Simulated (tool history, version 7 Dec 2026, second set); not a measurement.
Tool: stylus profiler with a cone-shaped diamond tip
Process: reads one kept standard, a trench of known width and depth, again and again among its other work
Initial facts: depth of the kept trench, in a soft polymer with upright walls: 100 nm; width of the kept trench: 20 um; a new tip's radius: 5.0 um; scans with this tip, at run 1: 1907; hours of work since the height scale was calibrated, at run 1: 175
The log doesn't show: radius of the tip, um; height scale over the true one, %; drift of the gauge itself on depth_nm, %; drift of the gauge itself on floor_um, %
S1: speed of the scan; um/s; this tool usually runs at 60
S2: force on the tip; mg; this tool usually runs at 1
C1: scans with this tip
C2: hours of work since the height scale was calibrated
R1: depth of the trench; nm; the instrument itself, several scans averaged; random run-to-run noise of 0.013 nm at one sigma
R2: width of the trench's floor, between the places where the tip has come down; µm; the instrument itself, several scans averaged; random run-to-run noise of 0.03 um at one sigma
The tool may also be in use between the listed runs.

run   hour   S1    S2    C1   C2      R1     R2
  1      0   60     1  1907  175  100.53  17.52
  2   12.9   60  0.68  1991  183  100.42  17.49
  3   25.1   60  0.68  2070  190  100.41  17.45
  4   34.5   60  0.68  2132  196  100.42  17.48
  5   46.5   60  0.68  2209  203  100.41  17.46
  6   60.4   60  0.68  2300  211  100.41   17.5
  7   72.4   60  0.68  2377  218  100.43  17.45
  8   80.6   60  0.68  2431  223  100.42  17.46
  9   89.9   60  0.68  2490  229  100.41  17.47
 10   99.3   32     1  2552  235  100.53  17.75
 11  109.3   32     1  2616  240  100.53   17.7
 12  122.5  102  2.35  2702  248  100.88  17.44
 13  133.4   19  0.44  2773  255  100.33  17.71
 14  140.6   20     1  2820  259  100.55  17.76

What will run 15 give?
 15  150.7  20   1  2885  265   ?   ?

R1: 100.55 nm
R2: 17.77 µm
Minus the tool's unlogged condition, the same run would have read R1 100.49 nm, R2 17.89 µm.
